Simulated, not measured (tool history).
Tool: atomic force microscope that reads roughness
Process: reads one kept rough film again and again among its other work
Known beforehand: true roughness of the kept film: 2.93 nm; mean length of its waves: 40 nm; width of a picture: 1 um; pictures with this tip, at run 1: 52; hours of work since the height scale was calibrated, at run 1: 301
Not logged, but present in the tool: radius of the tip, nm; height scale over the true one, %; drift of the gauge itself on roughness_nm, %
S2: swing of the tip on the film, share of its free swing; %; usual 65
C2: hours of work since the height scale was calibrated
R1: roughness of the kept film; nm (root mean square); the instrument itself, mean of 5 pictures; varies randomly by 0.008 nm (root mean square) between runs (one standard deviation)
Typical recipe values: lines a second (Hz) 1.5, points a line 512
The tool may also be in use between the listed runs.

run 1 hour=0 | lines_a_second_(Hz)=1.5 S2=65 points_a_line=512 | pictures_with_this_tip=52 C2=301 | R1=2.634
-- hour=15.9 new tip fitted
run 2 hour=15.9 | lines_a_second_(Hz)=1.81 S2=65 points_a_line=512 | pictures_with_this_tip=0 C2=309 | R1=2.678
run 3 hour=30.7 | lines_a_second_(Hz)=1.81 S2=65 points_a_line=512 | pictures_with_this_tip=23 C2=316 | R1=2.639
run 4 hour=62 | lines_a_second_(Hz)=1.81 S2=65 points_a_line=512 | pictures_with_this_tip=74 C2=333 | R1=2.588
-- hour=64.6 new tip fitted
run 5 hour=88.4 | lines_a_second_(Hz)=1.5 S2=61 points_a_line=512 | pictures_with_this_tip=38 C2=346 | R1=2.674
-- hour=114.5 new tip fitted
run 6 hour=114.9 | lines_a_second_(Hz)=1.09 S2=65 points_a_line=512 | pictures_with_this_tip=0 C2=359 | R1=2.727
run 7 hour=147.9 | lines_a_second_(Hz)=1.09 S2=65 points_a_line=512 | pictures_with_this_tip=53 C2=376 | R1=2.653
-- hour=165 new tip fitted
run 8 hour=171.1 | lines_a_second_(Hz)=1.09 S2=65 points_a_line=512 | pictures_with_this_tip=10 C2=388 | R1=2.701
run 9 hour=203.8 | lines_a_second_(Hz)=1.5 S2=65 points_a_line=512 | pictures_with_this_tip=62 C2=405 | R1=2.593
-- hour=216.1 new tip fitted
run 10 hour=222.7 | lines_a_second_(Hz)=1.5 S2=65 points_a_line=860 | pictures_with_this_tip=10 C2=415 | R1=2.699
run 11 hour=236.6 | lines_a_second_(Hz)=1.29 S2=65 points_a_line=512 | pictures_with_this_tip=33 C2=422 | R1=2.674
run 12 hour=255.4 | lines_a_second_(Hz)=1.29 S2=65 points_a_line=512 | pictures_with_this_tip=63 C2=431 | R1=2.623
-- hour=266.2 new tip fitted
run 13 hour=290.1 | lines_a_second_(Hz)=1.5 S2=81 points_a_line=512 | pictures_with_this_tip=38 C2=449 | R1=2.528
-- hour=294.2 height scale calibrated on a step standard
-- hour=317.3 new tip fitted
run 14 hour=320.4 | lines_a_second_(Hz)=1.5 S2=65 points_a_line=512 | pictures_with_this_tip=5 C2=13 | R1=2.669
run 15 hour=337.1 | lines_a_second_(Hz)=1.5 S2=65 points_a_line=512 | pictures_with_this_tip=32 C2=22 | R1=2.647
-- hour=367.8 new tip fitted
run 16 hour=368.7 | lines_a_second_(Hz)=1.5 S2=65 points_a_line=512 | pictures_with_this_tip=2 C2=38 | R1=2.686
run 17 hour=402.3 | lines_a_second_(Hz)=1.5 S2=59 points_a_line=344 | pictures_with_this_tip=56 C2=55 | R1=2.645
-- hour=407.3 height scale calibrated on a step standard, once more
-- hour=418.7 new tip fitted
run 18 hour=422.4 | lines_a_second_(Hz)=3.12 S2=82 points_a_line=855 | pictures_with_this_tip=6 C2=8 | R1=2.327
run 19 hour=453.9 | lines_a_second_(Hz)=1.83 S2=56 points_a_line=281 | pictures_with_this_tip=57 C2=24 | R1=2.649
-- hour=467.9 new tip fitted
run 20 hour=478.9 | lines_a_second_(Hz)=1.83 S2=56 points_a_line=281 | pictures_with_this_tip=18 C2=36 | R1=2.711
run 21 hour=499.1 | lines_a_second_(Hz)=1.5 S2=58 points_a_line=307 | pictures_with_this_tip=50 C2=47 | R1=2.654
-- hour=517.8 new tip fitted
run 22 hour=520.1 | lines_a_second_(Hz)=1.5 S2=58 points_a_line=307 | pictures_with_this_tip=4 C2=57 | R1=2.724
run 23 hour=540.6 | lines_a_second_(Hz)=1.5 S2=65 points_a_line=673 | pictures_with_this_tip=37 C2=68 | R1=2.679
-- hour=567.6 new tip fitted
run 24 hour=568.6 | lines_a_second_(Hz)=1.29 S2=60 points_a_line=716 | pictures_with_this_tip=2 C2=82 | R1=2.743
run 25 hour=601.7 | lines_a_second_(Hz)=1.29 S2=71 points_a_line=716 | pictures_with_this_tip=55 C2=99 | R1=2.611
-- hour=617.5 new tip fitted
run 26 hour=621.7 | lines_a_second_(Hz)=1.97 S2=78 points_a_line=320 | pictures_with_this_tip=7 C2=109 | R1=2.522
run 27 hour=638 | lines_a_second_(Hz)=3.38 S2=72 points_a_line=512 | pictures_with_this_tip=33 C2=118 | R1=2.451
run 28 hour=663.4 | lines_a_second_(Hz)=3.38 S2=72 points_a_line=512 | pictures_with_this_tip=73 C2=131 | R1=2.399
-- hour=666.2 new tip fitted
run 29 hour=690 | lines_a_second_(Hz)=3.38 S2=72 points_a_line=512 | pictures_with_this_tip=38 C2=144 | R1=2.442
run 30 hour=708.8 | lines_a_second_(Hz)=2.35 S2=60 points_a_line=290 | pictures_with_this_tip=68 C2=154 | R1=2.593
-- hour=714.7 new tip fitted
run 31 hour=727.4 | lines_a_second_(Hz)=2.33 S2=85 points_a_line=425 | pictures_with_this_tip=20 C2=163 | R1=2.373
run 32 hour=750.4 | lines_a_second_(Hz)=2.33 S2=85 points_a_line=425 | pictures_with_this_tip=57 C2=175 | R1=2.32

Forecast each of these 5 alternatives for the next run:
-- hour=764.4 new tip fitted
run A hour=767.3 | lines_a_second_(Hz)=1.5 S2=65 points_a_line=303 | pictures_with_this_tip=4 C2=184 | R1=?
-- hour=764.4 new tip fitted
run B hour=767.3 | lines_a_second_(Hz)=2.94 S2=57 points_a_line=396 | pictures_with_this_tip=4 C2=184 | R1=?
-- hour=764.4 new tip fitted
run C hour=767.3 | lines_a_second_(Hz)=0.67 S2=58 points_a_line=512 | pictures_with_this_tip=4 C2=184 | R1=?
-- hour=764.4 new tip fitted
run D hour=767.3 | lines_a_second_(Hz)=3.49 S2=85 points_a_line=616 | pictures_with_this_tip=4 C2=184 | R1=?
-- hour=764.4 new tip fitted
run E hour=767.3 | lines_a_second_(Hz)=1.3 S2=74 points_a_line=425 | pictures_with_this_tip=4 C2=184 | R1=?

run=A R1=2.682
run=B R1=2.668
run=C R1=2.752
run=D R1=2.211
run=E R1=2.644
Take away the tool's hidden state, keep each run's random variation, and the runs would have read:
run=A R1=2.705
run=B R1=2.691
run=C R1=2.776
run=D R1=2.23
run=E R1=2.667

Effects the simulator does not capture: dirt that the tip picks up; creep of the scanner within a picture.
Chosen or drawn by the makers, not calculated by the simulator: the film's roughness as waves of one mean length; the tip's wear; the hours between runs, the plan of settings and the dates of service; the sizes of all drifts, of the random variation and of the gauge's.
